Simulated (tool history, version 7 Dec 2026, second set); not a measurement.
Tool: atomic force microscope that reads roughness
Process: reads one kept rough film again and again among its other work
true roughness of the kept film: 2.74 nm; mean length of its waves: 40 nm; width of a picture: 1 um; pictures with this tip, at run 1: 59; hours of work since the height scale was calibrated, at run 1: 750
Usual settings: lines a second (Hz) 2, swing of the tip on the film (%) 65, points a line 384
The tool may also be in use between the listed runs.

| run | hour | lines a second (Hz) | swing of the tip on the film (%) | points a line | pictures with this tip | hours of work since the height scale was calibrated | roughness of the kept film (nm (root mean square)) |
|---|---|---|---|---|---|---|---|
| 1 | 0 | 2 | 65 | 384 | 59 | 750 | 2.461 |
| 2 | 62.2 | 2 | 65 | 384 | 179 | 786 | 2.352 |
|  | 102.5 | new tip fitted |
| 3 | 112.4 | 2 | 65 | 384 | 19 | 815 | 2.518 |
| 4 | 155.8 | 2 | 77 | 384 | 103 | 841 | 2.317 |
| 5 | 230.8 | 2 | 77 | 384 | 249 | 885 | 2.206 |
|  | 237.8 | new tip fitted |
| 6 | 271 | 2 | 65 | 384 | 64 | 908 | 2.463 |
| 7 | 335.9 | 2 | 65 | 384 | 190 | 946 | 2.35 |
|  | 368.9 | new tip fitted |
| 8 | 406.4 | 2 | 65 | 384 | 72 | 987 | 2.425 |
| 9 | 445 | 2 | 65 | 384 | 147 | 1010 | 2.355 |
| 10 | 493.7 | 2 | 65 | 384 | 241 | 1039 | 2.267 |
|  | 499.4 | new tip fitted |
| 11 | 559.5 | 2 | 65 | 384 | 116 | 1077 | 2.391 |
|  | 633.2 | new tip fitted |
| 12 | 633.2 | 2 | 65 | 861 | 0 | 1120 | 2.522 |
| 13 | 712.5 | 1.74 | 65 | 384 | 153 | 1167 | 2.394 |
|  | 764.9 | new tip fitted |
| 14 | 793.3 | 1.74 | 65 | 384 | 54 | 1214 | 2.47 |
| 15 | 868.4 | 1.74 | 65 | 384 | 200 | 1258 | 2.329 |
|  | 874 | height scale calibrated on a step standard |
|  | 896.2 | new tip fitted |
| 16 | 952.6 | 1.74 | 65 | 384 | 109 | 46 | 2.391 |
| 17 | 989.8 | 1.74 | 65 | 384 | 181 | 68 | 2.333 |
|  | 1027.2 | new tip fitted |
| 18 | 1048.8 | 1.74 | 65 | 384 | 42 | 102 | 2.45 |
| 19 | 1088.3 | 1.74 | 65 | 384 | 119 | 125 | 2.394 |
|  | 1158.8 | new tip fitted |
| 20 | 1177.6 | 2 | 65 | 384 | 36 | 177 | 2.448 |
| 21 | 1257.2 | 2 | 65 | 384 | 190 | 224 | 2.322 |
|  | 1291.5 | new tip fitted |
| 22 | 1309.8 | 2 | 56 | 384 | 35 | 255 | 2.513 |
|  | 1324 | height scale calibrated on a step standard, once more |
| 23 | 1361.6 | 2 | 56 | 384 | 134 | 22 | 2.423 |
| 24 | 1416.1 | 2 | 65 | 450 | 239 | 54 | 2.321 |
|  | 1423 | new tip fitted |
| 25 | 1465.9 | 2 | 65 | 450 | 82 | 83 | 2.47 |
| 26 | 1527.5 | 2 | 65 | 384 | 202 | 119 | 2.343 |
|  | 1559.1 | new tip fitted |
| 27 | 1601.3 | 2 | 65 | 384 | 81 | 162 | 2.445 |
| 28 | 1666.5 | 3.59 | 82 | 610 | 208 | 200 | 2.041 |
|  | 1689.5 | new tip fitted |
| 29 | 1715.9 | 1.11 | 59 | 501 | 51 | 229 | 2.537 |
| 30 | 1783.3 | 1.59 | 65 | 867 | 182 | 269 | 2.393 |
|  | 1820.7 | new tip fitted |
| 31 | 1820.7 | 1.59 | 65 | 867 | 0 | 290 | 2.547 |
| 32 | 1893.1 | 1.59 | 58 | 867 | 140 | 333 | 2.434 |
| 33 | 1947.2 | 1.59 | 64 | 867 | 245 | 365 | 2.336 |
|  | 1952.6 | new tip fitted |
| 34 | 2013 | 0.63 | 74 | 867 | 117 | 403 | 2.449 |
| 35 | 2060.1 | 0.63 | 74 | 867 | 208 | 431 | 2.393 |
|  | 2082.7 | new tip fitted |
| 36 | 2149.4 | 0.63 | 74 | 867 | 130 | 483 | 2.455 |
|  | 2214.4 | new tip fitted |
| 37 | 2220.6 | 0.63 | 59 | 867 | 12 | 524 | 2.6 |
| 38 | 2297.2 | 2 | 80 | 994 | 160 | 569 | 2.261 |
|  | 2346.8 | new tip fitted |
| 39 | 2385.3 | 2 | 80 | 994 | 74 | 621 | 2.332 |
| 40 | 2433.8 | 2 | 80 | 994 | 168 | 649 | 2.247 |
|  | 2479.6 | new tip fitted |
| 41 | 2498.6 | 3.8 | 81 | 525 | 36 | 687 | 2.164 |
| 42 | 2540.8 | 0.64 | 81 | 525 | 118 | 712 | 2.419 |
|  | 2609.5 | new tip fitted |
| 43 | 2626.3 | 0.64 | 83 | 396 | 33 | 761 | 2.491 |
| 44 | 2695.4 | 0.55 | 75 | 527 | 166 | 802 | 2.411 |
|  | 2739.2 | new tip fitted |
| 45 | 2771.3 | 3.63 | 75 | 527 | 62 | 846 | 2.25 |
| 46 | 2835.4 | 0.8 | 84 | 692 | 186 | 884 | 2.334 |
|  | 2870.2 | new tip fitted |
| 47 | 2894.9 | 0.8 | 84 | 692 | 47 | 918 | 2.449 |
| 48 | 2950.8 | 3.05 | 62 | 820 | 156 | 951 | 2.33 |
|  | 3004.7 | new tip fitted |
| 49 | 3014.6 | 3.84 | 65 | 331 | 19 | 988 | 2.377 |
| 50 | 3096.6 | 2.67 | 85 | 265 | 178 | 1037 | 2.057 |
|  | 3136.5 | new tip fitted |
| 51 | 3167.7 | 0.64 | 81 | 389 | 61 | 1078 | 2.468 |

Hidden state at the last listed run before each entry between runs and at the first one after, where it differs:
Between runs 2 and 3: new tip fitted (hour 102.5)
  radius of the tip, nm: 16 -> 6.3; height scale over the true one, %: -0.77 -> -0.8
  measured less the result without the state, roughness of the kept film (nm (root mean square)): -0.188 -> -0.041
Between runs 5 and 6: new tip fitted (hour 237.8)
  radius of the tip, nm: 19.8 -> 9.1; height scale over the true one, %: -0.88 -> -0.91
  measured less the result without the state, roughness of the kept film (nm (root mean square)): -0.236 -> -0.088
Between runs 7 and 8: new tip fitted (hour 368.9)
  radius of the tip, nm: 15.7 -> 10.4; height scale over the true one, %: -0.95 -> -0.99
  measured less the result without the state, roughness of the kept film (nm (root mean square)): -0.188 -> -0.111
Between runs 10 and 11: new tip fitted (hour 499.4)
  radius of the tip, nm: 19.8 -> 11.5; height scale over the true one, %: -1.04 -> -1.09
  measured less the result without the state, roughness of the kept film (nm (root mean square)): -0.245 -> -0.129
Between runs 11 and 12: new tip fitted (hour 633.2)
  radius of the tip, nm: 11.5 -> 5.1; height scale over the true one, %: -1.09 -> -1.14
  measured less the result without the state, roughness of the kept film (nm (root mean square)): -0.129 -> -0.031
Between runs 13 and 14: new tip fitted (hour 764.9)
  radius of the tip, nm: 13.5 -> 8.2; height scale over the true one, %: -1.19 -> -1.25
  measured less the result without the state, roughness of the kept film (nm (root mean square)): -0.163 -> -0.084
Between runs 15 and 16: height scale calibrated on a step standard (hour 874); new tip fitted (hour 896.2)
  radius of the tip, nm: 17 -> 11.6; height scale over the true one, %: -1.29 -> -1.53
  measured less the result without the state, roughness of the kept film (nm (root mean square)): -0.215 -> -0.142
Between runs 17 and 18: new tip fitted (hour 1027.2)
  radius of the tip, nm: 16 -> 7.8; height scale over the true one, %: -1.56 -> -1.6
  measured less the result without the state, roughness of the kept film (nm (root mean square)): -0.207 -> -0.085
Between runs 19 and 20: new tip fitted (hour 1158.8)
  radius of the tip, nm: 12.4 -> 7.3; height scale over the true one, %: -1.63 -> -1.69
  measured less the result without the state, roughness of the kept film (nm (root mean square)): -0.157 -> -0.08
Between runs 21 and 22: new tip fitted (hour 1291.5)
  radius of the tip, nm: 16.3 -> 7.2; height scale over the true one, %: -1.75 -> -1.78
  measured less the result without the state, roughness of the kept film (nm (root mean square)): -0.216 -> -0.082
Between runs 22 and 23: height scale calibrated on a step standard, once more (hour 1324)
  radius of the tip, nm: 7.2 -> 12.7; height scale over the true one, %: -1.78 -> -0.03
  measured less the result without the state, roughness of the kept film (nm (root mean square)): -0.082 -> -0.122
Between runs 24 and 25: new tip fitted (hour 1423)
  radius of the tip, nm: 18.8 -> 9.9; height scale over the true one, %: -0.07 -> -0.1
  measured less the result without the state, roughness of the kept film (nm (root mean square)): -0.211 -> -0.082
Between runs 26 and 27: new tip fitted (hour 1559.1)
  radius of the tip, nm: 17.3 -> 10.2; height scale over the true one, %: -0.14 -> -0.18
  measured less the result without the state, roughness of the kept film (nm (root mean square)): -0.192 -> -0.088
Between runs 28 and 29: new tip fitted (hour 1689.5)
  radius of the tip, nm: 17.2 -> 8.4; height scale over the true one, %: -0.23 -> -0.26
  measured less the result without the state, roughness of the kept film (nm (root mean square)): -0.168 -> -0.062
Between runs 30 and 31: new tip fitted (hour 1820.7)
  radius of the tip, nm: 15.4 -> 5.2; height scale over the true one, %: -0.31 -> -0.34
  measured less the result without the state, roughness of the kept film (nm (root mean square)): -0.17 -> -0.013
Between runs 33 and 34: new tip fitted (hour 1952.6)
  radius of the tip, nm: 19.6 -> 12.2; height scale over the true one, %: -0.41 -> -0.46
  measured less the result without the state, roughness of the kept film (nm (root mean square)): -0.232 -> -0.126
Between runs 35 and 36: new tip fitted (hour 2082.7)
  radius of the tip, nm: 17.4 -> 13.2; height scale over the true one, %: -0.49 -> -0.55
  measured less the result without the state, roughness of the kept film (nm (root mean square)): -0.207 -> -0.145
Between runs 36 and 37: new tip fitted (hour 2214.4)
  radius of the tip, nm: 13.2 -> 6.2; height scale over the true one, %: -0.55 -> -0.59
  measured less the result without the state, roughness of the kept film (nm (root mean square)): -0.145 -> -0.035
Between runs 38 and 39: new tip fitted (hour 2346.8)
  radius of the tip, nm: 14.5 -> 9.3; height scale over the true one, %: -0.64 -> -0.7
  measured less the result without the state, roughness of the kept film (nm (root mean square)): -0.155 -> -0.083
Between runs 40 and 41: new tip fitted (hour 2479.6)
  radius of the tip, nm: 14.9 -> 7.7; height scale over the true one, %: -0.73 -> -0.77
  measured less the result without the state, roughness of the kept film (nm (root mean square)): -0.164 -> -0.055
Between runs 42 and 43: new tip fitted (hour 2609.5)
  radius of the tip, nm: 12.2 -> 7.4; height scale over the true one, %: -0.8 -> -0.85
  measured less the result without the state, roughness of the kept film (nm (root mean square)): -0.135 -> -0.06
Between runs 44 and 45: new tip fitted (hour 2739.2)
  radius of the tip, nm: 15 -> 8.6; height scale over the true one, %: -0.9 -> -0.95
  measured less the result without the state, roughness of the kept film (nm (root mean square)): -0.181 -> -0.076
Between runs 46 and 47: new tip fitted (hour 2870.2)
  radius of the tip, nm: 15.5 -> 8.1; height scale over the true one, %: -1 -> -1.03
  measured less the result without the state, roughness of the kept film (nm (root mean square)): -0.185 -> -0.076
Between runs 48 and 49: new tip fitted (hour 3004.7)
  radius of the tip, nm: 14.2 -> 6.7; height scale over the true one, %: -1.07 -> -1.11
  measured less the result without the state, roughness of the kept film (nm (root mean square)): -0.167 -> -0.053
Between runs 50 and 51: new tip fitted (hour 3136.5)
  radius of the tip, nm: 16.9 -> 8.8; height scale over the true one, %: -1.16 -> -1.21
  measured less the result without the state, roughness of the kept film (nm (root mean square)): -0.187 -> -0.092
